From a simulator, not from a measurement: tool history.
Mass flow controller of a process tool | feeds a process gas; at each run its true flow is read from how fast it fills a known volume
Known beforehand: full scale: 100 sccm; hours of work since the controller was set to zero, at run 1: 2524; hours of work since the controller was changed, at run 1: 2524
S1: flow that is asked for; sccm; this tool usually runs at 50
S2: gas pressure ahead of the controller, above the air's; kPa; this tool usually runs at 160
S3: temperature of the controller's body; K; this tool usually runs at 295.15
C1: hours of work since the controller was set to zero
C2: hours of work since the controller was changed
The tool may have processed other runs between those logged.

{"run": 1, "day": 0.0, "S1": 50, "S2": 160, "S3": 295.15, "C1": 2524, "C2": 2524, "true flow (%)": 98.17}
{"run": 2, "day": 1.917, "S1": 50, "S2": 160, "S3": 295.15, "C1": 2553, "C2": 2553, "true flow (%)": 98.1}
{"run": 3, "day": 4.833, "S1": 50, "S2": 160, "S3": 295.15, "C1": 2597, "C2": 2597, "true flow (%)": 98.19}
{"run": 4, "day": 7.258, "S1": 50, "S2": 160, "S3": 295.15, "C1": 2634, "C2": 2634, "true flow (%)": 98.25}
{"run": 5, "day": 9.504, "S1": 50, "S2": 160, "S3": 295.15, "C1": 2668, "C2": 2668, "true flow (%)": 98.09}
{"run": 6, "day": 11.583, "S1": 50, "S2": 160, "S3": 295.15, "C1": 2700, "C2": 2700, "true flow (%)": 98.26}
{"run": 7, "day": 15.096, "S1": 60, "S2": 220, "S3": 294.15, "C1": 2753, "C2": 2753, "true flow (%)": 98.21}
{"day": 15.371, "done": "controller's zero set anew"}
{"run": 8, "day": 19.329, "S1": 60, "S2": 220, "S3": 294.15, "C1": 60, "C2": 2817, "true flow (%)": 98.19}
{"run": 9, "day": 22.892, "S1": 60, "S2": 220, "S3": 294.15, "C1": 114, "C2": 2871, "true flow (%)": 98.09}
{"run": 10, "day": 26.1, "S1": 10, "S2": 245, "S3": 307.15, "C1": 163, "C2": 2920, "true flow (%)": 93.19}

Branching from run 10: 4 alternative next runs. What would each branch give?
{"run": "A", "day": 28.271, "S1": 93, "S2": 213, "S3": 295.15, "C1": 196, "C2": 2953, "true flow (%)": "?"}
{"run": "B", "day": 28.271, "S1": 15, "S2": 160, "S3": 311.15, "C1": 196, "C2": 2953, "true flow (%)": "?"}
{"run": "C", "day": 28.271, "S1": 10, "S2": 245, "S3": 298.15, "C1": 196, "C2": 2953, "true flow (%)": "?"}
{"run": "D", "day": 28.271, "S1": 37, "S2": 163, "S3": 297.15, "C1": 196, "C2": 2953, "true flow (%)": "?"}

run=A true_flow_(%)=99.2
run=B true_flow_(%)=95.6
run=C true_flow_(%)=92.26
run=D true_flow_(%)=97.37
Stripped of hidden state, with their random variation kept, the same runs would have yielded:
run=A true_flow_(%)=99.65
run=B true_flow_(%)=99.5
run=C true_flow_(%)=98.23
run=D true_flow_(%)=98.83
